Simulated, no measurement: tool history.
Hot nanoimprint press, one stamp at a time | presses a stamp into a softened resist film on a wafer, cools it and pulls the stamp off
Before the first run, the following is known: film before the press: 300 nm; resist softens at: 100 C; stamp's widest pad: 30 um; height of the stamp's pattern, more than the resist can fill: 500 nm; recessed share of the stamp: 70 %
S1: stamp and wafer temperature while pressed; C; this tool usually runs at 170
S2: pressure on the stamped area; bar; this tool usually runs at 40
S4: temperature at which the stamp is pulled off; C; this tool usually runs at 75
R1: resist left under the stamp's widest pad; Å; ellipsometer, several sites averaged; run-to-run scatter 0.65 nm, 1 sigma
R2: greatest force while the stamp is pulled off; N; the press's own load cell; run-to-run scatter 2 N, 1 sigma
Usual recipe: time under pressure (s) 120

{"run": 1, "hour": 0.0, "S1": 170, "S2": 40, "time under pressure (s)": 120, "S4": 75, "R1": 1529, "R2": 230}
{"run": 2, "hour": 6.4, "S1": 170, "S2": 40, "time under pressure (s)": 120, "S4": 75, "R1": 1523, "R2": 234}
{"run": 3, "hour": 14.4, "S1": 170, "S2": 40, "time under pressure (s)": 120, "S4": 74, "R1": 1523, "R2": 240}
{"run": 4, "hour": 21.1, "S1": 170, "S2": 40, "time under pressure (s)": 67, "S4": 75, "R1": 1826, "R2": 235}
{"run": 5, "hour": 26.5, "S1": 170, "S2": 40, "time under pressure (s)": 67, "S4": 75, "R1": 1817, "R2": 233}
{"run": 6, "hour": 33.3, "S1": 170, "S2": 40, "time under pressure (s)": 67, "S4": 75, "R1": 1823, "R2": 236}
{"run": 7, "hour": 44.7, "S1": 170, "S2": 40, "time under pressure (s)": 67, "S4": 75, "R1": 1818, "R2": 237}
{"run": 8, "hour": 52.5, "S1": 170, "S2": 40, "time under pressure (s)": 67, "S4": 75, "R1": 1814, "R2": 234}
{"run": 9, "hour": 58.3, "S1": 170, "S2": 40, "time under pressure (s)": 67, "S4": 75, "R1": 1826, "R2": 238}
{"run": 10, "hour": 69.6, "S1": 170, "S2": 40, "time under pressure (s)": 120, "S4": 75, "R1": 1524, "R2": 238}
{"run": 11, "hour": 80.3, "S1": 170, "S2": 40, "time under pressure (s)": 120, "S4": 75, "R1": 1545, "R2": 240}
{"run": 12, "hour": 91.5, "S1": 170, "S2": 40, "time under pressure (s)": 120, "S4": 75, "R1": 1539, "R2": 243}
{"run": 13, "hour": 103.1, "S1": 170, "S2": 40, "time under pressure (s)": 120, "S4": 83, "R1": 1544, "R2": 198}
{"hour": 107.1, "done": "plate thermocouple calibrated"}
{"run": 14, "hour": 115.7, "S1": 170, "S2": 40, "time under pressure (s)": 135, "S4": 83, "R1": 1508, "R2": 195}
{"run": 15, "hour": 121.4, "S1": 170, "S2": 40, "time under pressure (s)": 135, "S4": 83, "R1": 1499, "R2": 199}
{"run": 16, "hour": 129.5, "S1": 170, "S2": 26.2, "time under pressure (s)": 141, "S4": 70, "R1": 1818, "R2": 275}
{"run": 17, "hour": 139.5, "S1": 170, "S2": 26.2, "time under pressure (s)": 141, "S4": 70, "R1": 1809, "R2": 278}
{"run": 18, "hour": 146.1, "S1": 169, "S2": 45.1, "time under pressure (s)": 121, "S4": 73, "R1": 1514, "R2": 257}
{"run": 19, "hour": 152.7, "S1": 182, "S2": 45.1, "time under pressure (s)": 78, "S4": 62, "R1": 1077, "R2": 323}
{"hour": 160.7, "done": "plate thermocouple calibrated, once more"}
{"run": 20, "hour": 163.3, "S1": 180, "S2": 36.9, "time under pressure (s)": 120, "S4": 75, "R1": 1063, "R2": 239}
{"run": 21, "hour": 168.9, "S1": 173, "S2": 59.4, "time under pressure (s)": 231, "S4": 75, "R1": 839, "R2": 239}
{"run": 22, "hour": 174.0, "S1": 170, "S2": 40, "time under pressure (s)": 120, "S4": 68, "R1": 1474, "R2": 280}
{"run": 23, "hour": 182.3, "S1": 170, "S2": 42.7, "time under pressure (s)": 120, "S4": 68, "R1": 1425, "R2": 282}
{"run": 24, "hour": 187.1, "S1": 170, "S2": 50.6, "time under pressure (s)": 120, "S4": 74, "R1": 1302, "R2": 246}
{"run": 25, "hour": 194.3, "S1": 159, "S2": 50.6, "time under pressure (s)": 163, "S4": 74, "R1": 1859, "R2": 248}
{"run": 26, "hour": 201.5, "S1": 159, "S2": 50.6, "time under pressure (s)": 221, "S4": 73, "R1": 1681, "R2": 258}
{"run": 27, "hour": 207.5, "S1": 159, "S2": 50.6, "time under pressure (s)": 221, "S4": 73, "R1": 1690, "R2": 256}
{"run": 28, "hour": 212.3, "S1": 181, "S2": 50.6, "time under pressure (s)": 140, "S4": 66, "R1": 805, "R2": 292}
{"hour": 228.3, "done": "stamp cleaned and given a new release coat"}
{"run": 29, "hour": 228.4, "S1": 181, "S2": 50.6, "time under pressure (s)": 140, "S4": 66, "R1": 811, "R2": 248}
{"run": 30, "hour": 236.2, "S1": 179, "S2": 40, "time under pressure (s)": 120, "S4": 73, "R1": 1049, "R2": 215}

What if the next run were any one of these 4? Each begins from the tool's condition after run 30:
{"run": "A", "hour": 246.6, "S1": 170, "S2": 44.2, "time under pressure (s)": 60, "S4": 66, "R1": "?", "R2": "?"}
{"run": "B", "hour": 246.6, "S1": 180, "S2": 31.8, "time under pressure (s)": 129, "S4": 75, "R1": "?", "R2": "?"}
{"run": "C", "hour": 246.6, "S1": 170, "S2": 40, "time under pressure (s)": 120, "S4": 78, "R1": "?", "R2": "?"}
{"run": "D", "hour": 246.6, "S1": 174, "S2": 40, "time under pressure (s)": 131, "S4": 75, "R1": "?", "R2": "?"}

run=A R1=1735 R2=251
run=B R1=1126 R2=207
run=C R1=1491 R2=191
run=D R1=1238 R2=207
With no hidden state in the tool, these same runs would have given:
run=A R1=1716 R2=250
run=B R1=1115 R2=206
run=C R1=1474 R2=189
run=D R1=1224 R2=206

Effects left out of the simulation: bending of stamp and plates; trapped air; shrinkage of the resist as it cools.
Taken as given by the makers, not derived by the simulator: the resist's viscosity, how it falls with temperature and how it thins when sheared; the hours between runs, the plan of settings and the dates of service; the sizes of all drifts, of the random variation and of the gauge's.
